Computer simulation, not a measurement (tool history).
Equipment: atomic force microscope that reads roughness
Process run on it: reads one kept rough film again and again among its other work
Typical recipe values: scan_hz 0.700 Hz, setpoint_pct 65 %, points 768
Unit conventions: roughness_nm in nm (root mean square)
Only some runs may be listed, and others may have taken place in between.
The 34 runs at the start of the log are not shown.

run   hour  scan_hz  setpoint_pct  points  pictures with this tip  hours of work since the height scale was calibrated  roughness_nm
     753.1  -- new tip fitted
 35  755.6    0.700            71     768                       5                                                  476         2.237
 36  774.7    0.700            71     768                      37                                                  485         2.161
 37  792.2    1.175            62     286                      66                                                  494         2.099
 38  807.8    1.175            62     286                      92                                                  501         2.050
 39  826.5    1.175            62     286                     124                                                  510         2.004
 40  845.2    2.377            89     743                     155                                                  519         1.727
     860.1  -- new tip fitted
 41  868.9    2.377            89     743                      15                                                  530         1.924
 42  882.8    1.402            89     311                      38                                                  537         1.999
 43  903.5    2.753            61     768                      73                                                  547         2.063

Predict each of these 3 candidate next runs independently; none follows another, all start after run 43:
  A  928.7    2.753            75     768                     116                                                  559             ?
  B  928.7    0.700            60     282                     116                                                  559             ?
  C  928.7    0.700            67     624                     116                                                  559             ?

run  roughness_nm
  A         1.897
  B         2.031
  C         2.044
The same runs, with their run-to-run variation unchanged, on a tool lacking any hidden condition would have given:
run  roughness_nm
  A         2.096
  B         2.244
  C         2.258
